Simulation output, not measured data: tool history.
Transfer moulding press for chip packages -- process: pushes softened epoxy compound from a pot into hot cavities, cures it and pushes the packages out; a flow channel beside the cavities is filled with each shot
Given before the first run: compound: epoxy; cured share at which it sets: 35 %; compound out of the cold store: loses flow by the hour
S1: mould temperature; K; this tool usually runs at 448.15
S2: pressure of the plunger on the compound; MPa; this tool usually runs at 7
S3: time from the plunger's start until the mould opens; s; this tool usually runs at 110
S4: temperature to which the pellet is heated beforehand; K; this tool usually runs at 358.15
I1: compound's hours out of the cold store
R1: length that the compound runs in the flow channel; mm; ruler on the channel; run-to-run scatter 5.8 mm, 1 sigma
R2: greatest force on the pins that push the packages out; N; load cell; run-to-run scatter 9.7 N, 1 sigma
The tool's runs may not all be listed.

run 1 hour=0.0 | S1=448.15 S2=7 S3=110 S4=358.15 | I1=23.5 | R1=928 R2=468
run 2 hour=45.1 | S1=448.15 S2=7 S3=110 S4=358.15 | I1=41.1 | R1=896 R2=611
-- hour=73.0 cavities cleaned with cleaning compound and waxed
run 3 hour=121.5 | S1=448.15 S2=7 S3=110 S4=358.15 | I1=16.2 | R1=926 R2=600
-- hour=153.4 cavities cleaned with cleaning compound and waxed
run 4 hour=200.4 | S1=448.15 S2=7 S3=110 S4=358.15 | I1=18.3 | R1=920 R2=612
-- hour=233.4 cavities cleaned with cleaning compound and waxed
run 5 hour=242.3 | S1=448.15 S2=7 S3=110 S4=358.15 | I1=15.4 | R1=919 R2=473
run 6 hour=297.1 | S1=455.15 S2=7 S3=110 S4=358.15 | I1=40.8 | R1=846 R2=575
-- hour=315.3 cavities cleaned with cleaning compound and waxed
run 7 hour=360.9 | S1=448.15 S2=7 S3=110 S4=355.15 | I1=31.1 | R1=887 R2=601
-- hour=385.0 plunger's sealing rings changed
-- hour=400.5 cavities cleaned with cleaning compound and waxed
run 8 hour=447.6 | S1=448.15 S2=7 S3=110 S4=355.15 | I1=13.0 | R1=965 R2=621
-- hour=483.0 cavities cleaned with cleaning compound and waxed
run 9 hour=502.9 | S1=448.15 S2=7 S3=110 S4=358.15 | I1=21.0 | R1=945 R2=517
-- hour=562.2 cavities cleaned with cleaning compound and waxed
run 10 hour=583.3 | S1=448.15 S2=7 S3=96 S4=358.15 | I1=42.3 | R1=898 R2=599
-- hour=643.9 cavities cleaned with cleaning compound and waxed
run 11 hour=653.8 | S1=448.15 S2=7 S3=96 S4=358.15 | I1=24.2 | R1=927 R2=547
run 12 hour=694.5 | S1=448.15 S2=7 S3=96 S4=358.15 | I1=8.5 | R1=958 R2=720
-- hour=724.5 cavities cleaned with cleaning compound and waxed
run 13 hour=777.1 | S1=448.15 S2=7 S3=96 S4=358.15 | I1=27.6 | R1=910 R2=703

Run 14 is up next; what results do you expect?
-- hour=803.2 cavities cleaned with cleaning compound and waxed
run 14 hour=825.0 | S1=448.15 S2=7 S3=96 S4=358.15 | I1=43.0 | R1=? R2=?

R1: 879 mm
R2: 594 N
If the tool had no hidden condition, the same run with the same run-to-run variation would have returned R1 912 mm, R2 518 N.
